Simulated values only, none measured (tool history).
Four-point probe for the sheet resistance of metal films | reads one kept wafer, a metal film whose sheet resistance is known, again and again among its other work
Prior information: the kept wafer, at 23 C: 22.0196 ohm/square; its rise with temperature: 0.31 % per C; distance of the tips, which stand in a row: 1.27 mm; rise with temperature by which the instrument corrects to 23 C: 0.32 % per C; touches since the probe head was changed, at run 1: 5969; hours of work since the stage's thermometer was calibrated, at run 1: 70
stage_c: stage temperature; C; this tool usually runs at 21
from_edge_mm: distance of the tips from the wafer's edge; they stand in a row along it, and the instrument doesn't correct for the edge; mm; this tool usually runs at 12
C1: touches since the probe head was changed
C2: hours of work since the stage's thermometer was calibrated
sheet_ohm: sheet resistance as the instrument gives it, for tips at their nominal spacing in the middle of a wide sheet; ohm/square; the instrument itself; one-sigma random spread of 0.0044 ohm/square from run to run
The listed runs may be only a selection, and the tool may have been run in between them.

Run 1, day 0.000: usual settings; C1 5969; C2 70. Result: sheet_ohm 22.204574 ohm/square.
Run 2, day 2.158: usual settings; C1 7776; C2 91. Result: sheet_ohm 22.218457 ohm/square.
Run 3, day 4.183: usual settings; C1 9470; C2 111. Result: sheet_ohm 22.206434 ohm/square.
Run 4, day 6.000: usual settings; C1 10992; C2 129. Result: sheet_ohm 22.206134 ohm/square.
Run 5, day 8.925: usual settings; C1 13441; C2 158. Result: sheet_ohm 22.214777 ohm/square.
Run 6, day 11.129: usual settings; C1 15283; C2 180. Result: sheet_ohm 22.214340 ohm/square.
Run 7, day 13.271: usual settings; C1 17077; C2 201. Result: sheet_ohm 22.217339 ohm/square.
Run 8, day 14.542: usual settings but from_edge_mm 48 mm; C1 18140; C2 213. Result: sheet_ohm 22.089284 ohm/square.
At day 14.679: stage's thermometer calibrated.
Run 9, day 17.471: usual settings; C1 20574; C2 27. Result: sheet_ohm 22.213689 ohm/square.
Run 10, day 20.067: usual settings; C1 22746; C2 53. Result: sheet_ohm 22.216062 ohm/square.
Run 11, day 21.783: usual settings; C1 24186; C2 70. Result: sheet_ohm 22.217059 ohm/square.
Run 12, day 23.129: usual settings; C1 25311; C2 83. Result: sheet_ohm 22.227149 ohm/square.
Run 13, day 25.642: usual settings; C1 27415; C2 108. Result: sheet_ohm 22.223642 ohm/square.
Run 14, day 28.312: usual settings but stage_c 26 C, from_edge_mm 49 mm; C1 29650; C2 134. Result: sheet_ohm 22.075945 ohm/square.
Run 15, day 29.883: usual settings but stage_c 25 C, from_edge_mm 41 mm; C1 30963; C2 150. Result: sheet_ohm 22.094163 ohm/square.
At day 30.171: stage's thermometer calibrated, once more.
Run 16, day 32.754: usual settings but stage_c 25 C, from_edge_mm 38 mm; C1 33352; C2 25. Result: sheet_ohm 22.087008 ohm/square.
Run 17, day 35.421: usual settings but stage_c 28 C, from_edge_mm 17 mm; C1 35583; C2 52. Result: sheet_ohm 22.131591 ohm/square.
Run 18, day 36.979: usual settings but stage_c 28 C, from_edge_mm 17 mm; C1 36886; C2 67. Result: sheet_ohm 22.133282 ohm/square.
Run 19, day 39.554: usual settings but stage_c 28 C, from_edge_mm 17 mm; C1 39042; C2 92. Result: sheet_ohm 22.134526 ohm/square.
Run 20, day 41.979: usual settings but stage_c 20 C, from_edge_mm 45 mm; C1 41072; C2 116. Result: sheet_ohm 22.106140 ohm/square.
Run 21, day 43.325: usual settings but stage_c 28 C, from_edge_mm 19 mm; C1 42198; C2 129. Result: sheet_ohm 22.125977 ohm/square.
Run 22, day 44.567: usual settings but stage_c 28 C, from_edge_mm 19 mm; C1 43236; C2 142. Result: sheet_ohm 22.132987 ohm/square.
Run 23, day 47.429: usual settings but stage_c 28 C, from_edge_mm 19 mm; C1 45632; C2 170. Result: sheet_ohm 22.125734 ohm/square.
Run 24, day 49.246: usual settings but stage_c 28 C, from_edge_mm 19 mm; C1 47154; C2 188. Result: sheet_ohm 22.127615 ohm/square.
Run 25, day 50.988: usual settings but stage_c 24 C, from_edge_mm 48 mm; C1 48611; C2 205. Result: sheet_ohm 22.099812 ohm/square.
Run 26, day 52.446: usual settings but stage_c 24 C, from_edge_mm 48 mm; C1 49833; C2 219. Result: sheet_ohm 22.094819 ohm/square.

Here are 4 independent what-if runs from the current tool condition. What would each one return?
Run A, day 54.592: usual settings but stage_c 22 C, from_edge_mm 3 mm; C1 51628; C2 240. Result: sheet_ohm ?.
Run B, day 54.592: usual settings but from_edge_mm 48 mm; C1 51628; C2 240. Result: sheet_ohm ?.
Run C, day 54.592: usual settings but stage_c 19 C; C1 51628; C2 240. Result: sheet_ohm ?.
Run D, day 54.592: usual settings but stage_c 22 C, from_edge_mm 7 mm; C1 51628; C2 240. Result: sheet_ohm ?.

run  sheet_ohm
  A  24.028268
  B  22.106471
  C  22.240381
  D  22.480236
Take away the tool's hidden state, keep each run's random variation, and the runs would have read:
run  sheet_ohm
  A  23.947226
  B  22.031358
  C  22.164843
  D  22.403955
